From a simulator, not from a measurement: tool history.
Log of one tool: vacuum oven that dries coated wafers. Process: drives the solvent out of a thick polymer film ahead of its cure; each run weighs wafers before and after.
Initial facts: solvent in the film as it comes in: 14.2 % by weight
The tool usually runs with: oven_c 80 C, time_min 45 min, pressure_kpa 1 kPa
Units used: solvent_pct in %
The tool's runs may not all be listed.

| run | hour | oven_c | time_min | pressure_kpa | solvent_pct |
|---|---|---|---|---|---|
| 1 | 0 | 80 | 45 | 1 | 4.34 |
| 2 | 8.6 | 80 | 45 | 1 | 4.24 |
| 3 | 17.2 | 80 | 45 | 1 | 4.36 |
| 4 | 26.1 | 80 | 45 | 2.02 | 5.45 |
| 5 | 35 | 80 | 45 | 2.02 | 5.3 |
| 6 | 48.2 | 80 | 23 | 1 | 6.85 |
| 7 | 61.5 | 80 | 23 | 1 | 6.87 |
| 8 | 76.1 | 80 | 23 | 1 | 6.83 |
| 9 | 91.3 | 80 | 31 | 1 | 5.63 |
| 10 | 109.7 | 80 | 31 | 1 | 5.74 |
| 11 | 123.5 | 80 | 45 | 1 | 4.31 |
| 12 | 133.1 | 80 | 45 | 1 | 4.26 |
| 13 | 150.5 | 80 | 45 | 1 | 4.32 |
| 14 | 167 | 80 | 28 | 1 | 6.15 |
| 15 | 181.1 | 80 | 45 | 1 | 4.32 |
| 16 | 194.9 | 86 | 45 | 1 | 2.99 |
| 17 | 212 | 86 | 45 | 1 | 2.99 |
| 18 | 228.9 | 86 | 45 | 1 | 3.01 |
| 19 | 242.3 | 86 | 78 | 1 | 1.61 |
| 20 | 259.6 | 80 | 45 | 2.2 | 5.51 |
| 21 | 279.3 | 80 | 52 | 2.2 | 5.05 |
| 22 | 296.6 | 80 | 52 | 2.2 | 4.97 |
| 23 | 315.6 | 80 | 52 | 2.2 | 5.03 |
| 24 | 332.1 | 72 | 24 | 1.12 | 8.53 |
| 25 | 345.9 | 71 | 23 | 0.8 | 8.55 |
| 26 | 359.4 | 70 | 59 | 0.83 | 5.45 |
| 27 | 374.6 | 85 | 26 | 1 | 5.26 |
| 28 | 385.6 | 91 | 76 | 0.73 | 0.87 |
| 29 | 401.9 | 94 | 31 | 3.64 | 4.52 |
| 30 | 412.1 | 71 | 45 | 1 | 6.41 |
| 31 | 427.3 | 75 | 45 | 1.04 | 5.54 |
| 32 | 438.5 | 75 | 45 | 1.04 | 5.37 |
| 33 | 451.5 | 80 | 45 | 3.28 | 6.55 |
| 34 | 461 | 75 | 33 | 0.88 | 6.47 |
| 35 | 480 | 75 | 33 | 0.88 | 6.57 |
| 36 | 492.5 | 75 | 33 | 0.88 | 6.35 |
| 37 | 503.1 | 66 | 43 | 0.87 | 7.57 |
| 38 | 520.6 | 82 | 44 | 2.37 | 5.24 |
| 39 | 535 | 76 | 45 | 0.51 | 4.67 |
| 40 | 551.1 | 75 | 61 | 0.86 | 4.15 |
| 41 | 565 | 84 | 41 | 0.79 | 3.63 |
| 42 | 578.9 | 84 | 41 | 0.79 | 3.59 |
| 43 | 599.2 | 84 | 41 | 0.79 | 3.68 |
| 44 | 611.8 | 84 | 41 | 0.79 | 3.56 |
| 45 | 628.9 | 84 | 41 | 0.79 | 3.53 |
| 46 | 646.9 | 80 | 58 | 0.58 | 2.83 |

Below are 5 alternative next runs, each starting from the tool's condition after run 46. Predict each:
| A | 666.7 | 93 | 66 | 3.11 | ? |
| B | 666.7 | 94 | 64 | 0.58 | ? |
| C | 666.7 | 81 | 49 | 2.85 | ? |
| D | 666.7 | 90 | 45 | 1 | ? |
| E | 666.7 | 80 | 45 | 0.74 | ? |

| run | solvent_pct |
|---|---|
| A | 2.71 |
| B | 0.8 |
| C | 5.69 |
| D | 2.32 |
| E | 4 |
The same runs, with their run-to-run variation unchanged, on a tool lacking any hidden condition would have given:
| run | solvent_pct |
|---|---|
| A | 2.74 |
| B | 0.81 |
| C | 5.74 |
| D | 2.35 |
| E | 4.04 |
